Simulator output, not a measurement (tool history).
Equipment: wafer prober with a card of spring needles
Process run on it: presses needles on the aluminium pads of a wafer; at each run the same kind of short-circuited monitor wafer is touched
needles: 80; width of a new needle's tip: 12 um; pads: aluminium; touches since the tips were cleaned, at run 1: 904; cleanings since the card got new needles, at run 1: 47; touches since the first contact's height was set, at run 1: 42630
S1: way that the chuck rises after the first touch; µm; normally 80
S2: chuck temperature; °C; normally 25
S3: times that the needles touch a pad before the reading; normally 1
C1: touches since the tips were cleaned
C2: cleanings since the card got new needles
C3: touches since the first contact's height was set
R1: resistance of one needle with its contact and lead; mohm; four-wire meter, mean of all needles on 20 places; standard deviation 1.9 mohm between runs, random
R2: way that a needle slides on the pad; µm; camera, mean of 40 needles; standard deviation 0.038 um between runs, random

run	day	S1	S2	S3	C1	C2	C3	R1	R2
1	0	80	25	1	904	47	42630	199	21.95
# day 0.767: tips cleaned on abrasive film
2	0.767	80	25	1	0	48	47446	199	21.97
3	1.375	80	76	1	3848	48	51294	215	21.93
# day 1.696: tips cleaned on abrasive film
4	1.825	80	76	2	815	49	54116	216	21.88
# day 2.554: tips cleaned on abrasive film
5	2.65	80	25	1	597	50	59313	202	21.97
# day 3.454: tips cleaned on abrasive film
6	3.483	80	25	1	183	51	64574	201	21.97
7	3.996	80	25	1	3406	51	67797	200	22.02
# day 4.396: tips cleaned on abrasive film
8	4.746	80	25	1	2213	52	72538	203	21.88
# day 5.267: tips cleaned on abrasive film
9	5.338	80	25	1	460	53	76252	201	21.89
10	5.812	80	25	2	3465	53	79257	199	21.95
# day 6.125: tips cleaned on abrasive film
11	6.692	80	25	2	3587	54	84799	204	21.99
# day 7.033: tips cleaned on abrasive film
12	7.575	80	25	2	3407	55	90340	199	21.95
# day 7.896: tips cleaned on abrasive film
13	8.242	78	41	2	2205	56	94554	206	21.39
# day 8.775: tips cleaned on abrasive film
14	8.817	78	41	2	253	57	98154	202	21.41
15	9.612	78	41	2	5283	57	103184	202	21.45
# day 9.712: tips cleaned on abrasive film
# day 10.575: tips cleaned on abrasive film
16	10.608	65	74	2	202	59	109434	214	17.86
# day 11.492: tips cleaned on abrasive film
17	11.508	92	76	1	94	60	115106	210	25.24
# day 12: height of the first contact set anew
18	12.283	92	66	2	4910	60	1788	207	25.3
# day 12.383: tips cleaned on abrasive film
19	13.208	92	66	2	5222	61	7615	205	25.23

Forecast each of these 5 alternatives for the next run:
# day 13.275: tips cleaned on abrasive film
A	13.654	70	113	1	2383	62	10407	?	?
# day 13.275: tips cleaned on abrasive film
B	13.654	78	119	1	2383	62	10407	?	?
# day 13.275: tips cleaned on abrasive film
C	13.654	100	25	2	2383	62	10407	?	?
# day 13.275: tips cleaned on abrasive film
D	13.654	84	66	2	2383	62	10407	?	?
# day 13.275: tips cleaned on abrasive film
E	13.654	94	46	2	2383	62	10407	?	?

run	R1	R2
A	223	19.24
B	226	21.41
C	200	27.45
D	211	23.08
E	207	25.85
Stripped of hidden state, with their random variation kept, the same runs would have yielded:
run	R1	R2
A	223	19.24
B	226	21.41
C	200	27.45
D	211	23.08
E	207	25.85
